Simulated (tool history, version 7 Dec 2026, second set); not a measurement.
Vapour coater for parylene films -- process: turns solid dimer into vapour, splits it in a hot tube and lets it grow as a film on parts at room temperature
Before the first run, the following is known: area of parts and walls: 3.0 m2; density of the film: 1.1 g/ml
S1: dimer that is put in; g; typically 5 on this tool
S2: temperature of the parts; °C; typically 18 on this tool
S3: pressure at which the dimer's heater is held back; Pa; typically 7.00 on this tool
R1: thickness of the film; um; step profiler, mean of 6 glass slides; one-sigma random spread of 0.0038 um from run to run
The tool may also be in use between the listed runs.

run,hour,S1,S2,S3,R1
1,0.0,5,18,7.00,0.861
2,31.6,5,18,7.00,0.864
3,58.2,5,18,4.95,0.900
4,89.5,5,22,7.00,0.762
5,123.2,5,22,7.00,0.757
6,137.4,5,18,7.00,0.858
7,169.7,5,18,7.00,0.864
8,201.4,5,18,7.00,0.866
9,223.5,5,18,3.92,0.923
10,255.4,5,18,3.92,0.920
11,273.5,5,23,3.92,0.780
12,295.1,8,18,7.00,1.379
13,325.5,5,18,2.92,0.949
14,356.1,5,18,2.92,0.941
15,370.3,5,18,8.31,0.844
16,391.0,5,18,7.00,0.858
17,421.5,5,18,8.37,0.835
18,449.9,5,18,7.00,0.855
19,465.4,5,18,7.00,0.852
# hour 475.6: trap's valve overhauled
20,495.7,5,18,7.00,0.858
21,522.6,6,21,8.99,0.912
22,541.3,5,16,4.78,0.946
23,566.6,5,11,3.66,1.144
24,594.5,5,16,6.79,0.910
25,627.2,5,16,6.79,0.915
26,642.2,5,15,7.00,0.936
27,656.5,3,12,7.85,0.605
28,687.1,3,12,7.85,0.598
29,705.9,3,12,7.85,0.604
30,727.0,3,12,7.85,0.613
31,747.2,3,12,7.85,0.605
32,776.5,4,12,4.01,0.874
33,809.5,3,17,3.28,0.568
34,843.2,3,17,3.28,0.571
# hour 857.9: gauge calibrated
35,870.6,3,18,10.94,0.498
36,903.6,3,18,10.94,0.496
37,936.6,5,14,7.00,0.978
38,961.8,4,16,4.78,0.770
39,987.5,4,16,4.78,0.771
40,1010.5,7,16,11.63,1.213

Each row is a separate what-if for the run after 40, all from the same tool condition, not one after another. Results?
A,1036.4,5,19,7.00,?
B,1036.4,7,14,6.41,?
C,1036.4,3,11,3.07,?
D,1036.4,5,13,10.35,?
E,1036.4,5,10,5.46,?

run,R1
A,0.835
B,1.375
C,0.705
D,0.967
E,1.141
Stripped of hidden state, with their random variation kept, the same runs would have yielded:
run,R1
A,0.840
B,1.384
C,0.709
D,0.973
E,1.148
